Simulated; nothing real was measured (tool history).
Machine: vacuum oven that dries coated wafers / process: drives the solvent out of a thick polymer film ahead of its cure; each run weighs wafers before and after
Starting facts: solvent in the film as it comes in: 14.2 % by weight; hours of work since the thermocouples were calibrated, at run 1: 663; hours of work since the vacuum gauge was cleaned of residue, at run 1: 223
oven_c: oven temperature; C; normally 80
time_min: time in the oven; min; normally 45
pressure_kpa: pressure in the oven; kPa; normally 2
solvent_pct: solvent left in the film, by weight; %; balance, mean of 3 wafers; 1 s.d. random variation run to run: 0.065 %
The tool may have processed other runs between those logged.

run,hour,oven_c,time_min,pressure_kpa,hours of work since the thermocouples were calibrated,hours of work since the vacuum gauge was cleaned of residue,solvent_pct
1,0,80,45,2,663,223,4.04
2,10.2,80,45,4.38,667,228,7.17
3,26.2,80,45,2,674,235,4.08
4,42.8,80,45,2,682,243,4.12
5,57.5,80,69,2,688,249,3.35
6,74.4,80,69,2,696,257,3.32
7,89.8,80,45,2,703,264,4.01
8,106.7,80,45,2,711,272,4
9,121.3,80,45,2,717,278,4.03
10,134.1,80,45,2,723,284,4.02
11,145.6,80,24,2,728,289,5.83
12,164.3,88,74,4.51,737,298,5
13,176.6,80,27,2.13,742,303,5.53
14,192.9,81,78,2.11,750,310,3.32
15,204.2,84,25,5.98,755,315,8.55
16,215.4,91,39,5.07,760,321,5.26
17,227.6,72,79,2,765,326,5
18,242.5,72,79,2,772,333,4.94
19,256.6,76,34,4.84,778,339,9.62
20,267.5,76,34,4.84,783,344,9.84

For some of the steps in solvent_pct from one run to the next: how much would appear even if the tool had no hidden state, given the settings, what came in and random variation, and how much remains for the hidden state plus any gauge scatter that the measured result and the result without hidden state don't share?
Hidden state at play: true wafer temperature over the reading, C; true pressure over the reading, kPa; drift of the gauge itself on solvent_pct, %.
Run 14 -> 15: oven_c 81 -> 84, time_min 78 -> 25, pressure_kpa 2.11 -> 5.98. solvent_pct +5.23 %: hidden state -0.15, all else +5.38.
Run 18 -> 19: oven_c 72 -> 76, time_min 79 -> 34, pressure_kpa 2 -> 4.84. solvent_pct +4.68 %: hidden state -0.12, all else +4.8.
